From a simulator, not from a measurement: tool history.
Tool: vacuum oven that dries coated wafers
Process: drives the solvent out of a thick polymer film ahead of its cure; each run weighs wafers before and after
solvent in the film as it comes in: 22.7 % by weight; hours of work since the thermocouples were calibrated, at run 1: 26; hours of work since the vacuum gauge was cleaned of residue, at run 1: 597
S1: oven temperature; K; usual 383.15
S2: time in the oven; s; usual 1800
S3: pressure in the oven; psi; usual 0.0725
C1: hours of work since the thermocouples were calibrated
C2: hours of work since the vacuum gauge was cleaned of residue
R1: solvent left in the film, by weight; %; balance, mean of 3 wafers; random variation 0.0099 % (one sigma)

Run 1, hour 0: usual settings; C1 26; C2 597. Result: R1 3.186 %.
Run 2, hour 20.7: usual settings; C1 41; C2 613. Result: R1 3.163 %.
Run 3, hour 33.9: usual settings; C1 51; C2 622. Result: R1 3.163 %.
Run 4, hour 55.7: usual settings; C1 67; C2 638. Result: R1 3.166 %.
Run 5, hour 67.8: usual settings; C1 75; C2 647. Result: R1 3.157 %.
Run 6, hour 77.9: usual settings; C1 83; C2 655. Result: R1 3.145 %.
Run 7, hour 96.8: usual settings; C1 97; C2 669. Result: R1 3.159 %.
Run 8, hour 115.7: usual settings but S1 370.15 K; C1 111; C2 682. Result: R1 6.095 %.
Run 9, hour 133.4: usual settings but S1 370.15 K; C1 124; C2 695. Result: R1 6.085 %.
Run 10, hour 148.1: usual settings but S1 370.15 K; C1 134; C2 706. Result: R1 6.088 %.
Run 11, hour 163.5: usual settings but S1 370.15 K; C1 146; C2 718. Result: R1 6.098 %.
Run 12, hour 181.6: usual settings but S1 397.15 K, S2 2880 s, S3 0.0509 psi; C1 159; C2 731. Result: R1 0.245 %.
Run 13, hour 201: usual settings but S1 397.15 K, S2 2880 s, S3 0.0509 psi; C1 173; C2 745. Result: R1 0.237 %.
Run 14, hour 221.2: usual settings but S1 382.15 K, S2 3180 s, S3 0.1379 psi; C1 188; C2 760. Result: R1 1.069 %.
Run 15, hour 243.8: usual settings but S1 374.15 K, S2 3180 s, S3 0.1929 psi; C1 205; C2 777. Result: R1 2.186 %.

3 ways to go on from here, each from the tool as it stands after run 15. What would each give?
Run A, hour 254.6: usual settings but S3 0.1202 psi; C1 213; C2 785. Result: R1 ?.
Run B, hour 254.6: usual settings but S1 396.15 K, S2 3180 s, S3 0.1929 psi; C1 213; C2 785. Result: R1 ?.
Run C, hour 254.6: usual settings but S1 392.15 K, S2 1200 s, S3 0.201 psi; C1 213; C2 785. Result: R1 ?.

run     R1
  A  3.197
  B  0.336
  C  3.785
Without the tool's hidden state the same runs would have given:
run     R1
  A  3.136
  B  0.299
  C  3.736
